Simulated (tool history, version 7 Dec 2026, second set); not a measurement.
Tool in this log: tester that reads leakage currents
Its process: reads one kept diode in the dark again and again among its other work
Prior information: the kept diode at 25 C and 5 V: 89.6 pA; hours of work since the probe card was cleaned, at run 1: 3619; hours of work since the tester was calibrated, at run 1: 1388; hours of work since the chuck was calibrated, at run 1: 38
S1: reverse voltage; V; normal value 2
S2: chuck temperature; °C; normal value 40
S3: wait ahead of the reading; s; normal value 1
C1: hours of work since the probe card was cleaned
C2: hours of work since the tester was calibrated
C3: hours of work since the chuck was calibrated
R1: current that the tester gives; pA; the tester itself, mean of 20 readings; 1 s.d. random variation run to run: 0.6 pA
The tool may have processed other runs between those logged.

run,day,S1,S2,S3,C1,C2,C3,R1
1,0,2,40,1,3619,1388,38,200.01
# day 8.388: probe card cleaned and baked
2,8.562,2,40,1,2,1495,145,200.5
3,16.296,2,40,1,100,1593,243,200.25
4,20.583,2,40,1,155,1648,297,199.46
5,26.296,2,40,1,227,1720,370,198.88
6,34.979,1.99,40,1,337,1830,480,198.76
7,42.017,1.12,55,0.31,427,1920,569,457.35
8,46.708,2.25,23,2.42,486,1979,629,54.05
9,54.467,1.92,35,1.12,585,2078,727,133.41
10,61.408,2,40,9.82,673,2166,815,199.28
# day 63.171: chuck's temperature calibrated
11,69.125,11.17,31,9.11,770,2263,76,205.92

Alternative continuations, all from the tool just after run 11; predict every row:
A,73.012,3.32,49,2.91,819,2312,125,?
B,73.012,2.41,50,1.91,819,2312,125,?
C,73.012,2,40,1.32,819,2312,125,?
D,73.012,1.72,31,1.23,819,2312,125,?
E,73.012,2.81,38,1.08,819,2312,125,?

run,R1
A,478.77
B,449.11
C,199.71
D,92.85
E,198.02
Take away the tool's hidden state, keep each run's random variation, and the runs would have read:
run,R1
A,478.89
B,449.23
C,199.77
D,92.87
E,198.08
